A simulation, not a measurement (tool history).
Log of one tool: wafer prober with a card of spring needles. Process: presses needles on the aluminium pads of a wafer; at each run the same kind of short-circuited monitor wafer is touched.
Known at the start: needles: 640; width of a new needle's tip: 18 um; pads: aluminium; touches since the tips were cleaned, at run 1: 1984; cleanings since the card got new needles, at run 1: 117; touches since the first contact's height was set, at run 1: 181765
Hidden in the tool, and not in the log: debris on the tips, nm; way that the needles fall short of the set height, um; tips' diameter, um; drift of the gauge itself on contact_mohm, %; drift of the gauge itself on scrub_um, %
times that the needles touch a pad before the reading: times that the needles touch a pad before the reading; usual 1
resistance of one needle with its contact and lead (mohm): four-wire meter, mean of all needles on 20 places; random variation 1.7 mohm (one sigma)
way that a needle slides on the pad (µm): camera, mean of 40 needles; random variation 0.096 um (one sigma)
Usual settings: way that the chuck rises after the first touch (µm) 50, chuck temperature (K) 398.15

run	hour	way that the chuck rises after the first touch (µm)	chuck temperature (K)	times that the needles touch a pad before the reading	touches since the tips were cleaned	cleanings since the card got new needles	touches since the first contact's height was set	resistance of one needle with its contact and lead (mohm)	way that a needle slides on the pad (µm)
1	0.0	50	398.15	1	1984	117	181765	215	9.13
# hour 7.2: tips cleaned on abrasive film
# hour 19.1: tips cleaned on abrasive film
# hour 31.1: tips cleaned on abrasive film
# hour 43.0: tips cleaned on abrasive film
2	47.1	50	398.15	1	1860	121	203002	210	8.94
# hour 54.3: tips cleaned on abrasive film
# hour 66.2: tips cleaned on abrasive film
# hour 78.2: tips cleaned on abrasive film
# hour 78.5: height of the first contact set anew
# hour 88.7: tips cleaned on abrasive film
3	88.7	50	398.15	1	0	125	4631	184	8.65
# hour 100.7: tips cleaned on abrasive film
# hour 112.6: tips cleaned on abrasive film
# hour 124.5: tips cleaned on abrasive film
# hour 136.5: tips cleaned on abrasive film
# hour 146.0: tips cleaned on abrasive film
# hour 158.0: tips cleaned on abrasive film
# hour 169.9: tips cleaned on abrasive film
4	172.2	50	398.15	1	1066	132	42299	203	8.61
# hour 181.8: tips cleaned on abrasive film
# hour 193.7: tips cleaned on abrasive film
# hour 205.7: tips cleaned on abrasive film
# hour 210.7: height of the first contact set anew, once more
# hour 217.9: tips cleaned on abrasive film
5	222.2	61	398.15	1	1971	136	5200	197	12.01
# hour 229.4: tips cleaned on abrasive film
# hour 239.0: tips cleaned on abrasive film
# hour 250.9: tips cleaned on abrasive film
# hour 262.9: tips cleaned on abrasive film
# hour 274.8: tips cleaned on abrasive film
# hour 286.7: tips cleaned on abrasive film
6	295.3	61	398.15	1	3875	142	38141	211	11.84
# hour 297.7: tips cleaned on abrasive film
# hour 309.7: tips cleaned on abrasive film
# hour 321.6: tips cleaned on abrasive film
# hour 332.9: tips cleaned on abrasive film
7	332.9	69	398.15	1	0	146	55079	175	13.44
# hour 344.8: tips cleaned on abrasive film
# hour 356.8: tips cleaned on abrasive film
# hour 366.3: tips cleaned on abrasive film
# hour 378.3: tips cleaned on abrasive film
8	383.8	69	398.15	1	2518	150	78052	194	13.42
# hour 388.6: tips cleaned on abrasive film
# hour 400.6: tips cleaned on abrasive film
# hour 412.5: tips cleaned on abrasive film
# hour 424.4: tips cleaned on abrasive film
9	428.6	69	398.15	1	1890	154	98243	191	13.16
# hour 435.8: tips cleaned on abrasive film
# hour 447.8: card fitted with new needles
# hour 459.7: tips cleaned on abrasive film
# hour 469.3: tips cleaned on abrasive film
# hour 481.2: tips cleaned on abrasive film
# hour 493.2: tips cleaned on abrasive film
10	495.6	69	398.15	1	1126	4	21580	178	13.55
# hour 502.8: tips cleaned on abrasive film
# hour 514.7: tips cleaned on abrasive film
# hour 526.7: tips cleaned on abrasive film
# hour 538.6: tips cleaned on abrasive film
# hour 550.5: tips cleaned on abrasive film
# hour 562.5: tips cleaned on abrasive film
# hour 573.0: tips cleaned on abrasive film
11	573.0	50	376.15	1	0	11	56434	176	9.65
# hour 584.9: tips cleaned on abrasive film
# hour 596.8: tips cleaned on abrasive film
# hour 608.8: tips cleaned on abrasive film
# hour 620.7: tips cleaned on abrasive film
# hour 630.3: tips cleaned on abrasive film
# hour 642.2: tips cleaned on abrasive film
# hour 653.8: tips cleaned on abrasive film
12	653.8	50	398.15	1	0	18	92901	181	9.58
# hour 665.8: tips cleaned on abrasive film
# hour 677.7: tips cleaned on abrasive film
# hour 689.6: tips cleaned on abrasive film
# hour 701.6: tips cleaned on abrasive film
# hour 713.5: tips cleaned on abrasive film
13	714.3	34	398.15	3	367	23	120181	193	6.18
# hour 723.9: tips cleaned on abrasive film
# hour 733.4: tips cleaned on abrasive film
# hour 745.4: tips cleaned on abrasive film
# hour 757.3: tips cleaned on abrasive film
14	762.0	50	398.15	2	2149	27	141706	195	9.11
# hour 769.2: tips cleaned on abrasive film
# hour 781.2: tips cleaned on abrasive film
# hour 793.1: tips cleaned on abrasive film
# hour 805.0: tips cleaned on abrasive film
# hour 817.0: tips cleaned on abrasive film
# hour 826.5: tips cleaned on abrasive film
# hour 838.5: tips cleaned on abrasive film
# hour 848.0: tips cleaned on abrasive film
15	854.3	66	373.15	2	2842	35	183304	177	12.10
# hour 859.1: tips cleaned on abrasive film
# hour 871.0: tips cleaned on abrasive film
# hour 883.0: tips cleaned on abrasive film
# hour 894.9: tips cleaned on abrasive film
# hour 906.8: tips cleaned on abrasive film
# hour 918.8: tips cleaned on abrasive film
16	927.9	30	312.15	2	4152	41	216524	272	5.18
# hour 930.4: tips cleaned on abrasive film
# hour 930.7: height of the first contact set anew
# hour 940.2: tips cleaned on abrasive film
# hour 952.2: tips cleaned on abrasive film
# hour 964.1: tips cleaned on abrasive film
# hour 976.0: tips cleaned on abrasive film
# hour 986.8: tips cleaned on abrasive film
17	986.8	30	303.15	2	0	47	25282	176	5.89
# hour 998.7: tips cleaned on abrasive film
# hour 1010.6: tips cleaned on abrasive film
# hour 1022.5: tips cleaned on abrasive film
# hour 1034.5: tips cleaned on abrasive film
# hour 1046.4: tips cleaned on abrasive film
# hour 1058.3: tips cleaned on abrasive film
18	1066.0	30	303.15	2	3495	53	61072	244	5.76
# hour 1068.5: tips cleaned on abrasive film
# hour 1080.4: tips cleaned on abrasive film
# hour 1092.4: tips cleaned on abrasive film
# hour 1104.3: tips cleaned on abrasive film
19	1109.4	50	389.15	1	2331	57	80626	207	9.38
# hour 1114.2: tips cleaned on abrasive film
# hour 1126.2: tips cleaned on abrasive film
# hour 1135.7: tips cleaned on abrasive film
# hour 1147.7: tips cleaned on abrasive film
# hour 1159.6: tips cleaned on abrasive film
# hour 1171.5: tips cleaned on abrasive film
20	1179.9	62	341.15	2	3789	63	112402	178	11.83
# hour 1182.3: tips cleaned on abrasive film
# hour 1191.9: tips cleaned on abrasive film
# hour 1203.8: tips cleaned on abrasive film
# hour 1215.8: tips cleaned on abrasive film
# hour 1227.7: tips cleaned on abrasive film
# hour 1239.6: tips cleaned on abrasive film
# hour 1251.6: tips cleaned on abrasive film
21	1254.0	62	341.15	2	1111	70	145808	171	11.77
# hour 1261.2: tips cleaned on abrasive film
# hour 1273.2: tips cleaned on abrasive film
# hour 1285.1: tips cleaned on abrasive film
# hour 1294.7: tips cleaned on abrasive film
# hour 1306.6: tips cleaned on abrasive film
# hour 1318.5: tips cleaned on abrasive film
22	1325.0	67	341.15	2	2965	76	177840	176	12.71
# hour 1329.9: tips cleaned on abrasive film
# hour 1339.4: tips cleaned on abrasive film
# hour 1351.4: tips cleaned on abrasive film
# hour 1363.3: tips cleaned on abrasive film
# hour 1375.2: tips cleaned on abrasive film
# hour 1386.4: tips cleaned on abrasive film
23	1386.4	67	317.15	2	0	82	205499	161	12.58

Measured less the same run without the tool's hidden state. The same run-to-run variation is in both; the gauge's scatter may not be:
run	resistance of one needle with its contact and lead (mohm)	way that a needle slides on the pad (µm)
1	+40	-0.68
2	+37	-0.76
3	+11	-1.09
4	+28	-1.23
5	+24	-0.01
6	+39	-0.12
7	+6	-0.21
8	+24	-0.28
9	+24	-0.37
10	+10	-0.08
11	+5	-0.22
12	+5	-0.36
13	+11	-0.45
14	+18	-0.52
15	+14	-0.70
16	+102	-0.84
17	+9	-0.11
18	+75	-0.22
19	+33	-0.30
20	+20	-0.41
21	+11	-0.54
22	+17	-0.66
23	+4	-0.77

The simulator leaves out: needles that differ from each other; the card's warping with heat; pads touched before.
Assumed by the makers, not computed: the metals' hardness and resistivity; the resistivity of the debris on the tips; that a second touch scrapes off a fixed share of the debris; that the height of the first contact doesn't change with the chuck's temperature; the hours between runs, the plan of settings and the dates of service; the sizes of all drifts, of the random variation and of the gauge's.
